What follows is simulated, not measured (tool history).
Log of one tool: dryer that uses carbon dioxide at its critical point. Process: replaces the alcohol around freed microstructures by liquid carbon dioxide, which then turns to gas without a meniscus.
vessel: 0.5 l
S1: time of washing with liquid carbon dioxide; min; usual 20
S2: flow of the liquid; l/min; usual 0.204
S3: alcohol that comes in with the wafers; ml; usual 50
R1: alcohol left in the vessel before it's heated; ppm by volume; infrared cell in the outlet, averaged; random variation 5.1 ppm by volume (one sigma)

run	hour	S1	S2	S3	R1
1	0	20	0.204	50	178
2	23.6	16	0.204	50	522
3	39.5	25	0.204	50	100
4	62.3	20	0.204	80	273
5	84.2	20	0.204	50	206
6	103.6	20	0.204	50	225

Run 7 comes next. What will it give?
7	127.3	15	0.255	47	?

Run 7 gave R1 275 ppm by volume.
Without the tool's hidden state the same run would have given R1 111 ppm by volume.
